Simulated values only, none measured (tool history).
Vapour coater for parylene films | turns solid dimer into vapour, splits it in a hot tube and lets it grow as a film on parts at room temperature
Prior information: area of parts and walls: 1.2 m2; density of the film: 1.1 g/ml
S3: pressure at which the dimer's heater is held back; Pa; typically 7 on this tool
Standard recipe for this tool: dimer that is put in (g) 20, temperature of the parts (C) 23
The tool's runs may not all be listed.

Run 1, day 0: usual settings. Result: thickness of the film (µm) 10.79.
Run 2, day 1.004: usual settings. Result: thickness of the film (µm) 10.8.
Run 3, day 2.692: usual settings but dimer that is put in (g) 25. Result: thickness of the film (µm) 13.44.
Run 4, day 3.667: usual settings but dimer that is put in (g) 25. Result: thickness of the film (µm) 13.39.
Run 5, day 4.904: usual settings but dimer that is put in (g) 25. Result: thickness of the film (µm) 13.39.
Run 6, day 6.262: usual settings but dimer that is put in (g) 25. Result: thickness of the film (µm) 13.32.
Run 7, day 7.992: usual settings but dimer that is put in (g) 25. Result: thickness of the film (µm) 13.34.
Run 8, day 8.762: usual settings but dimer that is put in (g) 25. Result: thickness of the film (µm) 13.36.
Run 9, day 10.029: usual settings but dimer that is put in (g) 25. Result: thickness of the film (µm) 13.34.
Run 10, day 10.829: usual settings but dimer that is put in (g) 25. Result: thickness of the film (µm) 13.25.
Run 11, day 11.988: usual settings but dimer that is put in (g) 14. Result: thickness of the film (µm) 7.42.
Run 12, day 12.883: usual settings but dimer that is put in (g) 14. Result: thickness of the film (µm) 7.41.
Run 13, day 14.525: usual settings but dimer that is put in (g) 9. Result: thickness of the film (µm) 4.78.
Run 14, day 15.45: usual settings but dimer that is put in (g) 9. Result: thickness of the film (µm) 4.73.
Run 15, day 16.233: usual settings. Result: thickness of the film (µm) 10.58.
Run 16, day 17.338: usual settings but temperature of the parts (C) 24, S3 10.63 Pa. Result: thickness of the film (µm) 9.51.
Run 17, day 18.167: usual settings but dimer that is put in (g) 13, temperature of the parts (C) 33, S3 4.81 Pa. Result: thickness of the film (µm) 6.16.
Run 18, day 19.075: usual settings but dimer that is put in (g) 13, temperature of the parts (C) 33, S3 4.81 Pa. Result: thickness of the film (µm) 6.12.
Run 19, day 19.954: usual settings but dimer that is put in (g) 13, temperature of the parts (C) 33, S3 4.81 Pa. Result: thickness of the film (µm) 6.17.
Run 20, day 20.712: usual settings but dimer that is put in (g) 13, temperature of the parts (C) 33, S3 4.81 Pa. Result: thickness of the film (µm) 6.11.
Run 21, day 22.121: usual settings but dimer that is put in (g) 12, temperature of the parts (C) 20, S3 5.43 Pa. Result: thickness of the film (µm) 6.95.
Run 22, day 23.867: usual settings but dimer that is put in (g) 12, temperature of the parts (C) 20, S3 5.43 Pa. Result: thickness of the film (µm) 6.9.
Run 23, day 24.804: usual settings but temperature of the parts (C) 26. Result: thickness of the film (µm) 9.9.
Run 24, day 26.404: usual settings but dimer that is put in (g) 10, temperature of the parts (C) 30, S3 6.99 Pa. Result: thickness of the film (µm) 4.61.
Run 25, day 27.175: usual settings but dimer that is put in (g) 23, temperature of the parts (C) 30, S3 3.11 Pa. Result: thickness of the film (µm) 12.25.
Run 26, day 28.383: usual settings but dimer that is put in (g) 23, temperature of the parts (C) 18, S3 5.93 Pa. Result: thickness of the film (µm) 13.47.
Run 27, day 29.408: usual settings but dimer that is put in (g) 8, S3 4.54 Pa. Result: thickness of the film (µm) 4.48.
Run 28, day 30.933: usual settings but dimer that is put in (g) 8, S3 4.54 Pa. Result: thickness of the film (µm) 4.47.
Run 29, day 32.317: usual settings but dimer that is put in (g) 8, S3 4.54 Pa. Result: thickness of the film (µm) 4.42.

Table of differences, measured result less the result of that run with no hidden state. Run-to-run variation is the same in both. Gauge scatter possibly is not:
Hidden state present: vapour lost through the trap's worn valve, %; true temperature of the parts over the reading, C; drift of the gauge itself on film_um, %.
run  thickness of the film (µm)
  1                       -0.07
  2                       -0.09
  3                       -0.14
  4                       -0.16
  5                       -0.19
  6                       -0.21
  7                       -0.24
  8                       -0.26
  9                       -0.28
 10                        -0.3
 11                       -0.18
 12                       -0.19
 13                       -0.13
 14                       -0.14
 15                       -0.33
 16                       -0.31
 17                       -0.21
 18                       -0.22
 19                       -0.23
 20                       -0.23
 21                       -0.28
 22                        -0.3
 23                       -0.44
 24                       -0.22
 25                       -0.59
 26                       -0.68
 27                       -0.24
 28                       -0.24
 29                       -0.25
